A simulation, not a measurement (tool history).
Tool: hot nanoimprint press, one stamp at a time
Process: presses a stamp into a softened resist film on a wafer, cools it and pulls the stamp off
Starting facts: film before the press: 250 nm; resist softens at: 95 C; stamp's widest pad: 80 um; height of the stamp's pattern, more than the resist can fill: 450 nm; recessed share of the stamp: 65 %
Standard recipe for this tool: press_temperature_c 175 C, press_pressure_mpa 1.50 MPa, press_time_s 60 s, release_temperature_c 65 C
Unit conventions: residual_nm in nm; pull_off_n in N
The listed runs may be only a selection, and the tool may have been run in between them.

| run | day | press_temperature_c | press_pressure_mpa | press_time_s | release_temperature_c | residual_nm | pull_off_n |
|---|---|---|---|---|---|---|---|
| 1 | 0.000 | 175 | 1.50 | 60 | 65 | 119.3 | 167 |
|  | 1.779 | stamp cleaned and given a new release coat |
| 2 | 3.217 | 175 | 1.50 | 54 | 65 | 124.6 | 133 |
| 3 | 5.762 | 175 | 1.50 | 54 | 65 | 125.4 | 147 |
| 4 | 7.592 | 175 | 1.50 | 54 | 65 | 124.7 | 144 |
| 5 | 9.358 | 175 | 1.50 | 60 | 65 | 120.2 | 149 |
| 6 | 11.946 | 175 | 1.50 | 60 | 65 | 121.3 | 159 |
| 7 | 14.042 | 175 | 1.50 | 46 | 65 | 134.6 | 165 |
| 8 | 15.933 | 175 | 1.50 | 104 | 65 | 100.5 | 174 |
| 9 | 17.208 | 175 | 1.50 | 104 | 65 | 99.9 | 174 |
|  | 17.712 | stamp cleaned and given a new release coat |
|  | 18.371 | plate thermocouple calibrated |
| 10 | 20.167 | 175 | 1.50 | 104 | 65 | 96.1 | 131 |
| 11 | 21.529 | 175 | 1.50 | 104 | 65 | 95.5 | 140 |
| 12 | 24.325 | 175 | 1.50 | 104 | 65 | 98.2 | 146 |
| 13 | 25.896 | 175 | 1.01 | 78 | 71 | 130.3 | 126 |
| 14 | 28.138 | 175 | 2.34 | 96 | 61 | 80.6 | 166 |
| 15 | 31.042 | 175 | 2.34 | 96 | 61 | 81.6 | 182 |
| 16 | 32.496 | 175 | 2.34 | 96 | 61 | 81.5 | 187 |
|  | 33.608 | stamp cleaned and given a new release coat |
| 17 | 34.862 | 175 | 1.33 | 96 | 57 | 108.0 | 165 |
| 18 | 36.671 | 167 | 1.50 | 60 | 65 | 158.7 | 138 |
| 19 | 38.429 | 165 | 0.97 | 60 | 62 | 192.9 | 159 |
| 20 | 41.117 | 183 | 1.50 | 60 | 53 | 92.4 | 198 |
|  | 41.892 | press's hydraulic seals changed and the load cell set to zero |
| 21 | 43.996 | 184 | 1.50 | 79 | 61 | 77.8 | 176 |
| 22 | 46.162 | 184 | 1.50 | 79 | 61 | 78.6 | 179 |
| 23 | 49.121 | 184 | 1.48 | 79 | 61 | 79.9 | 186 |

Predict each of these 4 candidate next runs independently; none follows another, all start after run 23:
|  | 49.792 | stamp cleaned and given a new release coat |
|  | 51.025 | plate thermocouple calibrated |
| A | 51.829 | 184 | 1.27 | 90 | 51 | ? | ? |
|  | 49.792 | stamp cleaned and given a new release coat |
|  | 51.025 | plate thermocouple calibrated |
| B | 51.829 | 180 | 1.50 | 60 | 65 | ? | ? |
|  | 49.792 | stamp cleaned and given a new release coat |
|  | 51.025 | plate thermocouple calibrated |
| C | 51.829 | 184 | 1.22 | 56 | 53 | ? | ? |
|  | 49.792 | stamp cleaned and given a new release coat |
|  | 51.025 | plate thermocouple calibrated |
| D | 51.829 | 184 | 1.48 | 79 | 65 | ? | ? |

| run | residual_nm | pull_off_n |
|---|---|---|
| A | 77.1 | 185 |
| B | 97.0 | 135 |
| C | 95.4 | 182 |
| D | 76.3 | 137 |
Without the tool's unlogged condition, the same runs would have read:
| run | residual_nm | pull_off_n |
|---|---|---|
| A | 77.0 | 179 |
| B | 96.7 | 131 |
| C | 95.2 | 177 |
| D | 76.1 | 133 |

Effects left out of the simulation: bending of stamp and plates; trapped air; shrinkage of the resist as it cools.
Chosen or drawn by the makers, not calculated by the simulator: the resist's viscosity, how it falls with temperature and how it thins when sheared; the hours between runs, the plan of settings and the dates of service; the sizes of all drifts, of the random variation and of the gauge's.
